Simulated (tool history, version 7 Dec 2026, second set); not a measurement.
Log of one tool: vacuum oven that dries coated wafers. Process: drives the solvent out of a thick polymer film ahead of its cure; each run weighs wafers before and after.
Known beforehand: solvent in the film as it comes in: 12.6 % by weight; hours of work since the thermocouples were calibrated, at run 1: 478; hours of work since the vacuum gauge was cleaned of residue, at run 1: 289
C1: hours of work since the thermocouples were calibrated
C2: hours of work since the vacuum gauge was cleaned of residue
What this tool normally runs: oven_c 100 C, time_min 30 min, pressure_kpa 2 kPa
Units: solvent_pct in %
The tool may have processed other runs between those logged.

Run 1, hour 0: usual settings; C1 478; C2 289. Result: solvent_pct 2.17 %.
Run 2, hour 14.7: usual settings; C1 484; C2 295. Result: solvent_pct 2.21 %.
Run 3, hour 24.8: usual settings; C1 489; C2 300. Result: solvent_pct 2.25 %.
Run 4, hour 35.8: usual settings; C1 494; C2 305. Result: solvent_pct 2.22 %.
Run 5, hour 49.7: usual settings; C1 500; C2 311. Result: solvent_pct 2.24 %.
Run 6, hour 62.9: usual settings but time_min 53 min; C1 506; C2 317. Result: solvent_pct 1.95 %.
Run 7, hour 74.1: usual settings but time_min 53 min; C1 511; C2 321. Result: solvent_pct 1.99 %.
Run 8, hour 87.5: usual settings but time_min 53 min; C1 516; C2 327. Result: solvent_pct 1.91 %.
Run 9, hour 103.4: usual settings but time_min 53 min; C1 523; C2 334. Result: solvent_pct 1.92 %.
Run 10, hour 111: usual settings but time_min 53 min; C1 527; C2 338. Result: solvent_pct 1.99 %.
Run 11, hour 119.5: usual settings but time_min 53 min; C1 530; C2 341. Result: solvent_pct 1.94 %.
Run 12, hour 128.2: usual settings but time_min 53 min; C1 534; C2 345. Result: solvent_pct 1.99 %.
Run 13, hour 135.2: usual settings but time_min 24 min, pressure_kpa 5.49 kPa; C1 537; C2 348. Result: solvent_pct 5.63 %.
Run 14, hour 149.5: usual settings but time_min 32 min, pressure_kpa 5.49 kPa; C1 544; C2 355. Result: solvent_pct 5.36 %.
Run 15, hour 161.2: usual settings but time_min 32 min, pressure_kpa 2.45 kPa; C1 549; C2 360. Result: solvent_pct 2.62 %.
Run 16, hour 170.9: usual settings but oven_c 99 C, time_min 17 min, pressure_kpa 4.4 kPa; C1 553; C2 364. Result: solvent_pct 5.45 %.
Run 17, hour 185.5: usual settings but oven_c 86 C, time_min 22 min, pressure_kpa 1.45 kPa; C1 559; C2 370. Result: solvent_pct 4.99 %.
Run 18, hour 201.6: usual settings but oven_c 101 C, time_min 25 min, pressure_kpa 5.41 kPa; C1 567; C2 377. Result: solvent_pct 5.27 %.
Run 19, hour 210.7: usual settings but oven_c 105 C, time_min 16 min, pressure_kpa 1.72 kPa; C1 571; C2 382. Result: solvent_pct 2.4 %.
Run 20, hour 224.6: usual settings but oven_c 97 C, time_min 23 min, pressure_kpa 3.57 kPa; C1 577; C2 388. Result: solvent_pct 4.72 %.
Run 21, hour 237.3: usual settings but pressure_kpa 2.92 kPa; C1 582; C2 393. Result: solvent_pct 3.1 %.
Run 22, hour 251.8: usual settings but time_min 33 min, pressure_kpa 1.58 kPa; C1 589; C2 400. Result: solvent_pct 1.81 %.

Each row is a separate what-if for the run after 22, all from the same tool condition, not one after another. Results?
Run A, hour 266.5: usual settings but time_min 34 min, pressure_kpa 1.92 kPa; C1 595; C2 406. Result: solvent_pct ?.
Run B, hour 266.5: usual settings but time_min 37 min, pressure_kpa 1.85 kPa; C1 595; C2 406. Result: solvent_pct ?.
Run C, hour 266.5: usual settings but oven_c 108 C, time_min 21 min, pressure_kpa 5.03 kPa; C1 595; C2 406. Result: solvent_pct ?.

run  solvent_pct
  A         2.01
  B         1.97
  C         3.85
Had the tool no hidden state, the same runs would have come out as:
run  solvent_pct
  A            2
  B         1.96
  C         3.84
